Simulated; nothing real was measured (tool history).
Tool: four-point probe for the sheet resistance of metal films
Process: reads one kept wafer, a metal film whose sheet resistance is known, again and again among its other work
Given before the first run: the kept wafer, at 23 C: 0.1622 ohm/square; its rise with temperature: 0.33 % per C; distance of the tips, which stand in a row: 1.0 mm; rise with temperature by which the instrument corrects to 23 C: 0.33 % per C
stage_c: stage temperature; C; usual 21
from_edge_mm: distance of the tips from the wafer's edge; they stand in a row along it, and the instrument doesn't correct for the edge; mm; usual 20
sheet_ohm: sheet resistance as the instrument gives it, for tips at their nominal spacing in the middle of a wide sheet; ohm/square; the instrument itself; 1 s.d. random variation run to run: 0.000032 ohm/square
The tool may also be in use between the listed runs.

run     day  stage_c  from_edge_mm  sheet_ohm
  1       0       21            20   0.162297
  2   0.796       21            20   0.162292
  3   1.892       21            20   0.162275
  4     3.2       21            20   0.162268
  5   3.996       27            20   0.162402
  6   4.625       27            20   0.162398
  7    5.45       27            20   0.162326
  8   6.662       27            20   0.162324
  9   7.754       21            20   0.162184
 10   8.525       21            20   0.162248
 11   9.767       28            20   0.162362
 12  10.342       29            20   0.162298
 13  11.088       20            20   0.162265
 14  11.779       21             4   0.167305
 15    12.7       24             4    0.16735
     12.812  -- stage's thermometer calibrated
 16  13.542       34             4   0.167403
 17  14.767       31            15   0.162502
 18  15.979       27            29   0.162121
     16.404  -- stage's thermometer calibrated, once more
 19  16.825       27            29   0.162279
 20  17.454       27            12   0.162784
 21  18.308       25            21   0.162328
 22  19.392       28            44   0.162211
 23  20.592       24            69   0.162126

For some of the steps in sheet_ohm from one run to the next: how much would appear even if the tool had no hidden state, given the settings, what came in and random variation, and how much remains for the hidden state plus any gauge scatter that the measured result and the result without hidden state don't share?
Hidden state present: inner tips' distance over the nominal, %; tips' flats over new ones', %; wafer's true temperature over the reading, C; drift of the gauge itself on sheet_ohm, %.
Run 13 -> 14: stage_c 20 -> 21, from_edge_mm 20 -> 4. sheet_ohm +0.00504 ohm/square: hidden state -0.000008, all else +0.005048.
Run 15 -> 16: stage_c 24 -> 34, stage's thermometer calibrated. sheet_ohm +0.000053 ohm/square: hidden state -0.000029, all else +0.000082.
Run 16 -> 17: stage_c 34 -> 31, from_edge_mm 4 -> 15. sheet_ohm -0.004901 ohm/square: hidden state -0.000002, all else -0.004899.
Run 18 -> 19: stage's thermometer calibrated, once more. sheet_ohm +0.000158 ohm/square: hidden state +0.000117, all else +0.000041.
